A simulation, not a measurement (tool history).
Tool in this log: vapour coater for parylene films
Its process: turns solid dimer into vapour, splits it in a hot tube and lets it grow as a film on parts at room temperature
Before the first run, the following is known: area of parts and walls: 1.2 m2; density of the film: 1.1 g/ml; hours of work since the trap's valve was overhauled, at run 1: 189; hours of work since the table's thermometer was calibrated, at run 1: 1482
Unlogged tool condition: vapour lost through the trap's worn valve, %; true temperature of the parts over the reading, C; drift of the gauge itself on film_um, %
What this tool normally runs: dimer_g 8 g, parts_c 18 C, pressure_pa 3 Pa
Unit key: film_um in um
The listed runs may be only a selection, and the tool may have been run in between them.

run	hour	dimer_g	parts_c	pressure_pa	hours of work since the trap's valve was overhauled	hours of work since the table's thermometer was calibrated	film_um
1	0	8	18	3	189	1482	3.35
2	72.2	11	18	3	224	1517	4.59
3	124.9	11	18	3	249	1542	4.58
4	165.1	8	18	3	269	1562	3.28
5	217	3	18	3	294	1586	1.23
6	263.9	3	18	3	316	1609	1.23
7	336.5	3	18	3	351	1644	1.25
8	369.9	3	18	3	367	1660	1.21
9	450.5	3	18	3	406	1698	1.17
10	522	8	18	3	440	1733	3.16
11	571.1	8	18	3	464	1756	3.18
12	642.7	4	18	3	498	1791	1.57
# hour 654.4: trap's valve overhauled
13	698.1	7	18	3	21	1815	3.04
14	746.3	7	18	3	44	1838	3.02
15	794.6	8	18	3	67	1862	3.46
16	829.6	8	18	7.7	84	1878	2.71
17	873.1	8	18	7.7	105	1899	2.74
18	943.2	4	18	3	139	1933	1.67
19	989	4	18	3	161	1955	1.69
20	1027.7	8	18	3	179	1974	3.36
21	1065.5	8	15	3	197	1992	3.59
22	1120.4	8	15	9.2	224	2018	2.74
23	1184.7	8	18	3	254	2049	3.31
24	1254.1	3	18	2.87	288	2082	1.24

Estimate the outcome of run 25 from the log above:
25	1295.7	3	18	2.87	308	2102	?

{"run 25": {"film_um": 1.25}}
On a tool with no hidden condition, and with the same random variation, this run would have come out at film_um 1.31 um.
